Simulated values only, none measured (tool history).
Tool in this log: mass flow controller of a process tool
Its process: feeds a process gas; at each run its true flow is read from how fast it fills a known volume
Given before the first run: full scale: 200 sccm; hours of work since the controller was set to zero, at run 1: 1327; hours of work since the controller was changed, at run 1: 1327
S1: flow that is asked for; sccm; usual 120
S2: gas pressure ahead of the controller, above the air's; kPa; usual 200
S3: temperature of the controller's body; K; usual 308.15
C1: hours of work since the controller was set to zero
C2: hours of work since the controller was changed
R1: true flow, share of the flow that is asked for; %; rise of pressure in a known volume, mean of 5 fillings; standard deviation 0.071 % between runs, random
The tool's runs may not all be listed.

Run 1, day 0.000: usual settings; C1 1327; C2 1327. Result: R1 100.41 %.
Run 2, day 6.842: usual settings; C1 1389; C2 1389. Result: R1 100.29 %.
Run 3, day 13.925: usual settings; C1 1453; C2 1453. Result: R1 100.42 %.
Run 4, day 19.638: usual settings; C1 1505; C2 1505. Result: R1 100.42 %.
Run 5, day 23.012: usual settings but S1 30 sccm; C1 1536; C2 1536. Result: R1 99.89 %.
Run 6, day 30.862: usual settings; C1 1607; C2 1607. Result: R1 100.15 %.
Run 7, day 35.188: usual settings; C1 1646; C2 1646. Result: R1 100.21 %.
Run 8, day 40.842: usual settings but S1 131 sccm; C1 1698; C2 1698. Result: R1 100.20 %.
Run 9, day 46.008: usual settings; C1 1745; C2 1745. Result: R1 100.25 %.
Run 10, day 51.579: usual settings; C1 1795; C2 1795. Result: R1 100.11 %.
Run 11, day 55.096: usual settings but S2 160 kPa, S3 305.15 K; C1 1827; C2 1827. Result: R1 100.22 %.
Run 12, day 61.417: usual settings but S1 51 sccm, S2 181 kPa, S3 294.15 K; C1 1885; C2 1885. Result: R1 99.13 %.
Run 13, day 69.308: usual settings but S1 51 sccm, S2 181 kPa, S3 294.15 K; C1 1956; C2 1956. Result: R1 98.92 %.
Run 14, day 73.808: usual settings but S1 113 sccm, S2 173 kPa, S3 294.15 K; C1 1997; C2 1997. Result: R1 99.24 %.
Run 15, day 78.162: usual settings but S1 63 sccm, S3 300.15 K; C1 2037; C2 2037. Result: R1 99.32 %.
Run 16, day 82.371: usual settings but S1 63 sccm, S3 300.15 K; C1 2075; C2 2075. Result: R1 99.35 %.
Run 17, day 85.554: usual settings but S2 150 kPa, S3 296.15 K; C1 2104; C2 2104. Result: R1 99.60 %.
Run 18, day 92.458: usual settings but S2 206 kPa; C1 2166; C2 2166. Result: R1 100.06 %.

Alternative continuations, all from the tool just after run 18; predict every row:
Run A, day 98.196: usual settings but S2 203 kPa; C1 2219; C2 2219. Result: R1 ?.
Run B, day 98.196: usual settings but S1 113 sccm, S2 225 kPa, S3 297.15 K; C1 2219; C2 2219. Result: R1 ?.
Run C, day 98.196: usual settings but S1 77 sccm, S3 305.15 K; C1 2219; C2 2219. Result: R1 ?.
Run D, day 98.196: usual settings but S1 70 sccm, S2 142 kPa; C1 2219; C2 2219. Result: R1 ?.
Run E, day 98.196: usual settings but S1 166 sccm, S2 182 kPa, S3 299.15 K; C1 2219; C2 2219. Result: R1 ?.

run      R1
  A  100.09
  B   98.98
  C   99.52
  D  100.11
  E   99.72
Had the tool no hidden state, the same runs would have come out as:
run      R1
  A  100.45
  B   99.34
  C   99.88
  D  100.48
  E  100.07
